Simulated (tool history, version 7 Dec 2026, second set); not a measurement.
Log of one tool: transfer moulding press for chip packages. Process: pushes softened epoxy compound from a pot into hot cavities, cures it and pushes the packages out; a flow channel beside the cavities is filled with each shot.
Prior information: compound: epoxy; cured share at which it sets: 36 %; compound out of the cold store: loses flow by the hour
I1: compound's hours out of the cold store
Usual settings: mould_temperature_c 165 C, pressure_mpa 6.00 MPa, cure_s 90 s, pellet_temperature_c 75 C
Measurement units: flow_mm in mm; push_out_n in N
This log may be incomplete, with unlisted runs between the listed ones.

Run 1, hour 0.0: usual settings; I1 43.5. Result: flow_mm 702 mm, push_out_n 457 N.
Run 2, hour 16.7: usual settings; I1 12.0. Result: flow_mm 814 mm, push_out_n 615 N.
Run 3, hour 32.8: usual settings but mould_temperature_c 172 C; I1 19.6. Result: flow_mm 763 mm, push_out_n 400 N.
Run 4, hour 53.5: usual settings; I1 9.8. Result: flow_mm 822 mm, push_out_n 654 N.
Run 5, hour 85.4: usual settings; I1 35.1. Result: flow_mm 727 mm, push_out_n 598 N.
Run 6, hour 115.7: usual settings; I1 38.0. Result: flow_mm 704 mm, push_out_n 601 N.
Run 7, hour 138.4: usual settings; I1 18.1. Result: flow_mm 777 mm, push_out_n 549 N.
Run 8, hour 157.7: usual settings but cure_s 115 s; I1 12.8. Result: flow_mm 794 mm, push_out_n 343 N.
Run 9, hour 182.8: usual settings but pellet_temperature_c 79 C; I1 44.3. Result: flow_mm 687 mm, push_out_n 626 N.
Run 10, hour 217.2: usual settings but pellet_temperature_c 79 C; I1 40.4. Result: flow_mm 733 mm, push_out_n 580 N.
Run 11, hour 243.9: usual settings but pellet_temperature_c 79 C; I1 45.5. Result: flow_mm 703 mm, push_out_n 540 N.
Run 12, hour 259.6: usual settings but pellet_temperature_c 79 C; I1 15.3. Result: flow_mm 813 mm, push_out_n 387 N.
Run 13, hour 274.2: usual settings but pellet_temperature_c 79 C; I1 40.5. Result: flow_mm 716 mm, push_out_n 521 N.
Run 14, hour 303.7: usual settings but pellet_temperature_c 71 C; I1 44.3. Result: flow_mm 711 mm, push_out_n 535 N.
Run 15, hour 318.2: usual settings but mould_temperature_c 164 C, pressure_mpa 7.41 MPa, cure_s 75 s, pellet_temperature_c 76 C; I1 28.7. Result: flow_mm 854 mm, push_out_n 930 N.
Run 16, hour 337.6: usual settings but mould_temperature_c 157 C, pressure_mpa 7.41 MPa, cure_s 87 s, pellet_temperature_c 77 C; I1 14.1. Result: flow_mm 936 mm, push_out_n 1106 N.
Run 17, hour 353.8: usual settings but mould_temperature_c 157 C, pressure_mpa 7.41 MPa, cure_s 87 s, pellet_temperature_c 77 C; I1 16.8. Result: flow_mm 923 mm, push_out_n 1288 N.
Run 18, hour 368.5: usual settings but pressure_mpa 4.89 MPa, pellet_temperature_c 78 C; I1 17.9. Result: flow_mm 714 mm, push_out_n 552 N.
Run 19, hour 399.9: usual settings but pressure_mpa 4.89 MPa, pellet_temperature_c 78 C; I1 22.3. Result: flow_mm 705 mm, push_out_n 547 N.
Run 20, hour 427.5: usual settings but pressure_mpa 4.89 MPa, pellet_temperature_c 78 C; I1 41.2. Result: flow_mm 646 mm, push_out_n 472 N.
Run 21, hour 450.3: usual settings but pressure_mpa 4.89 MPa, pellet_temperature_c 78 C; I1 23.5. Result: flow_mm 685 mm, push_out_n 668 N.
Run 22, hour 469.8: usual settings but pressure_mpa 5.27 MPa, cure_s 115 s, pellet_temperature_c 78 C; I1 9.8. Result: flow_mm 757 mm, push_out_n 514 N.
Run 23, hour 500.4: usual settings but pressure_mpa 4.96 MPa, cure_s 108 s; I1 15.0. Result: flow_mm 724 mm, push_out_n 492 N.
Run 24, hour 523.8: usual settings but pressure_mpa 4.96 MPa, cure_s 108 s; I1 13.1. Result: flow_mm 722 mm, push_out_n 431 N.
Run 25, hour 542.9: usual settings but mould_temperature_c 159 C, pellet_temperature_c 77 C; I1 20.2. Result: flow_mm 787 mm, push_out_n 911 N.
Run 26, hour 574.9: usual settings but mould_temperature_c 159 C, pellet_temperature_c 77 C; I1 15.6. Result: flow_mm 844 mm, push_out_n 889 N.
Run 27, hour 607.8: usual settings but mould_temperature_c 159 C, cure_s 91 s, pellet_temperature_c 83 C; I1 13.1. Result: flow_mm 852 mm, push_out_n 905 N.

Not shown: 22 entries that the log had between the listed runs. Between which runs, and how does the tool's hidden state differ before and after?
Runs 2 to 3: cavities cleaned with cleaning compound and waxed (hour 28.4)
  true mould temperature over the reading, C: 0.14 -> 0.16; pressure that reaches the compound, % of what is set: 94.96 -> 94.58; grip of the stained cavities, % over clean ones': 55.4 -> 14
  what was measured, less what the result would be without the hidden state, flow_mm: -22 -> -22 mm; push_out_n: +220 -> +49 N
Runs 4 to 5: cavities cleaned with cleaning compound and waxed (hour 61.3)
  true mould temperature over the reading, C: 0.19 -> 0.23; pressure that reaches the compound, % of what is set: 94.05 -> 93.23; grip of the stained cavities, % over clean ones': 61.8 -> 60.2
  what was measured, less what the result would be without the hidden state, flow_mm: -26 -> -27 mm; push_out_n: +248 -> +224 N
Runs 5 to 6: cavities cleaned with cleaning compound and waxed (hour 93.9)
  true mould temperature over the reading, C: 0.23 -> 0.27; pressure that reaches the compound, % of what is set: 93.23 -> 92.47; grip of the stained cavities, % over clean ones': 60.2 -> 55.2
  what was measured, less what the result would be without the hidden state, flow_mm: -27 -> -29 mm; push_out_n: +224 -> +208 N
Runs 6 to 7: cavities cleaned with cleaning compound and waxed (hour 125.4)
  true mould temperature over the reading, C: 0.27 -> 0.3; pressure that reaches the compound, % of what is set: 92.47 -> 91.87; grip of the stained cavities, % over clean ones': 55.2 -> 38.7
  what was measured, less what the result would be without the hidden state, flow_mm: -29 -> -35 mm; push_out_n: +208 -> +149 N
Runs 7 to 8: cavities cleaned with cleaning compound and waxed (hour 157.5)
  true mould temperature over the reading, C: 0.3 -> 0.32; pressure that reaches the compound, % of what is set: 91.87 -> 91.34; grip of the stained cavities, % over clean ones': 38.7 -> 1.7
  what was measured, less what the result would be without the hidden state, flow_mm: -35 -> -38 mm; push_out_n: +149 -> +5 N
Runs 9 to 10: mould's thermocouples calibrated (hour 186.3); cavities cleaned with cleaning compound and waxed (hour 192.0); plunger's sealing rings changed (hour 202.5)
  true mould temperature over the reading, C: 0.36 -> 0.58; pressure that reaches the compound, % of what is set: 90.66 -> 99.02; grip of the stained cavities, % over clean ones': 61.4 -> 55.7
  what was measured, less what the result would be without the hidden state, flow_mm: -36 -> -5 mm; push_out_n: +231 -> +200 N
Runs 10 to 11: cavities cleaned with cleaning compound and waxed (hour 228.2)
  true mould temperature over the reading, C: 0.58 -> 0.61; pressure that reaches the compound, % of what is set: 99.02 -> 98.33; grip of the stained cavities, % over clean ones': 55.7 -> 45
  what was measured, less what the result would be without the hidden state, flow_mm: -5 -> -7 mm; push_out_n: +200 -> +161 N
Runs 11 to 12: cavities cleaned with cleaning compound and waxed (hour 259.6)
  true mould temperature over the reading, C: 0.61 -> 0.63; pressure that reaches the compound, % of what is set: 98.33 -> 97.92; grip of the stained cavities, % over clean ones': 45 -> 0
  what was measured, less what the result would be without the hidden state, flow_mm: -7 -> -11 mm; push_out_n: +161 -> -9 N
Runs 13 to 14: cavities cleaned with cleaning compound and waxed (hour 290.9); mould's thermocouples calibrated, once more (hour 300.4)
  true mould temperature over the reading, C: 0.65 -> -0.45; pressure that reaches the compound, % of what is set: 97.5 -> 96.79; grip of the stained cavities, % over clean ones': 38.8 -> 33.2
  what was measured, less what the result would be without the hidden state, flow_mm: -11 -> -11 mm; push_out_n: +138 -> +138 N
Runs 15 to 16: cavities cleaned with cleaning compound and waxed (hour 324.3)
  true mould temperature over the reading, C: -0.43 -> -0.41; pressure that reaches the compound, % of what is set: 96.41 -> 95.93; grip of the stained cavities, % over clean ones': 61.3 -> 39.2
  what was measured, less what the result would be without the hidden state, flow_mm: -14 -> -18 mm; push_out_n: +372 -> +339 N
Runs 17 to 18: cavities cleaned with cleaning compound and waxed (hour 357.4)
  true mould temperature over the reading, C: -0.38 -> -0.37; pressure that reaches the compound, % of what is set: 95.49 -> 95.15; grip of the stained cavities, % over clean ones': 69.3 -> 33.3
  what was measured, less what the result would be without the hidden state, flow_mm: -20 -> -16 mm; push_out_n: +552 -> +144 N
Runs 18 to 19: cavities cleaned with cleaning compound and waxed (hour 389.2)
  true mould temperature over the reading, C: -0.37 -> -0.33; pressure that reaches the compound, % of what is set: 95.15 -> 94.33; grip of the stained cavities, % over clean ones': 33.3 -> 34.7
  what was measured, less what the result would be without the hidden state, flow_mm: -16 -> -20 mm; push_out_n: +144 -> +148 N
Runs 19 to 20: cavities cleaned with cleaning compound and waxed (hour 421.4)
  true mould temperature over the reading, C: -0.33 -> -0.3; pressure that reaches the compound, % of what is set: 94.33 -> 93.61; grip of the stained cavities, % over clean ones': 34.7 -> 22.1
  what was measured, less what the result would be without the hidden state, flow_mm: -20 -> -20 mm; push_out_n: +148 -> +89 N
Runs 21 to 22: cavities cleaned with cleaning compound and waxed (hour 453.8)
  true mould temperature over the reading, C: -0.27 -> -0.24; pressure that reaches the compound, % of what is set: 92.92 -> 92.44; grip of the stained cavities, % over clean ones': 68.9 -> 44.5
  what was measured, less what the result would be without the hidden state, flow_mm: -25 -> -29 mm; push_out_n: +277 -> +157 N
Runs 22 to 23: cavities cleaned with cleaning compound and waxed (hour 486.3)
  true mould temperature over the reading, C: -0.24 -> -0.2; pressure that reaches the compound, % of what is set: 92.44 -> 91.61; grip of the stained cavities, % over clean ones': 44.5 -> 38.5
  what was measured, less what the result would be without the hidden state, flow_mm: -29 -> -32 mm; push_out_n: +157 -> +136 N
Runs 23 to 24: cavities cleaned with cleaning compound and waxed (hour 517.9)
  true mould temperature over the reading, C: -0.2 -> -0.17; pressure that reaches the compound, % of what is set: 91.61 -> 91; grip of the stained cavities, % over clean ones': 38.5 -> 21.6
  what was measured, less what the result would be without the hidden state, flow_mm: -32 -> -35 mm; push_out_n: +136 -> +76 N
Runs 25 to 26: cavities cleaned with cleaning compound and waxed (hour 550.9); plunger's sealing rings changed (hour 574.5)
  true mould temperature over the reading, C: -0.15 -> -0.11; pressure that reaches the compound, % of what is set: 90.5 -> 99.6; grip of the stained cavities, % over clean ones': 63.4 -> 55.1
  what was measured, less what the result would be without the hidden state, flow_mm: -40 -> -1 mm; push_out_n: +360 -> +322 N
Runs 26 to 27: cavities cleaned with cleaning compound and waxed (hour 584.7)
  true mould temperature over the reading, C: -0.11 -> -0.07; pressure that reaches the compound, % of what is set: 99.6 -> 98.84; grip of the stained cavities, % over clean ones': 55.1 -> 59.9
  what was measured, less what the result would be without the hidden state, flow_mm: -1 -> -4 mm; push_out_n: +322 -> +343 N
